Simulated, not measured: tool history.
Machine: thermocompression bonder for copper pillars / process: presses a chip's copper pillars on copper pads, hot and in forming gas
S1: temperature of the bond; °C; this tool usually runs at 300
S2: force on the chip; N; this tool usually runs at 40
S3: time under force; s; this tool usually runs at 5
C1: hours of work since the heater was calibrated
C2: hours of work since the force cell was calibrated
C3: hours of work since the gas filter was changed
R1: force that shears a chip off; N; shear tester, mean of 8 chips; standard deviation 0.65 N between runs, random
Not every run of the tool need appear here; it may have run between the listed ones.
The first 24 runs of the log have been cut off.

run 25 hour=746.7 | S1=321 S2=40 S3=5 | C1=1158 C2=928 C3=247 | R1=83.9
run 26 hour=768.3 | S1=293 S2=58 S3=5 | C1=1167 C2=937 C3=256 | R1=81.0
run 27 hour=801.7 | S1=297 S2=27 S3=7 | C1=1181 C2=951 C3=270 | R1=60.8
run 28 hour=830.8 | S1=297 S2=27 S3=7 | C1=1194 C2=963 C3=283 | R1=60.3
run 29 hour=858.9 | S1=297 S2=27 S3=7 | C1=1206 C2=975 C3=295 | R1=59.5
run 30 hour=896.5 | S1=300 S2=25 S3=5 | C1=1222 C2=991 C3=311 | R1=52.4
run 31 hour=914.0 | S1=300 S2=25 S3=5 | C1=1229 C2=999 C3=318 | R1=51.9
run 32 hour=945.4 | S1=282 S2=25 S3=5 | C1=1242 C2=1012 C3=331 | R1=41.5
run 33 hour=969.7 | S1=279 S2=34 S3=5 | C1=1253 C2=1022 C3=342 | R1=49.9
run 34 hour=992.8 | S1=313 S2=34 S3=6 | C1=1262 C2=1032 C3=351 | R1=74.0
-- hour=1020.2 forming gas filter changed
run 35 hour=1023.3 | S1=313 S2=34 S3=6 | C1=1275 C2=1045 C3=1 | R1=81.8
run 36 hour=1063.2 | S1=306 S2=30 S3=8 | C1=1292 C2=1062 C3=18 | R1=77.4

4 options for the next run, each taken on its own from the tool as it stands now. Forecast them:
run A hour=1098.9 | S1=276 S2=34 S3=6 | C1=1307 C2=1077 C3=33 | R1=?
run B hour=1098.9 | S1=292 S2=30 S3=15 | C1=1307 C2=1077 C3=33 | R1=?
run C hour=1098.9 | S1=300 S2=28 S3=5 | C1=1307 C2=1077 C3=33 | R1=?
run D hour=1098.9 | S1=300 S2=49 S3=5 | C1=1307 C2=1077 C3=33 | R1=?

run=A R1=57.1
run=B R1=81.8
run=C R1=62.9
run=D R1=85.3
The same runs, with their run-to-run variation unchanged, on a tool lacking any hidden condition would have given:
run=A R1=54.9
run=B R1=80.1
run=C R1=61.0
run=D R1=84.0
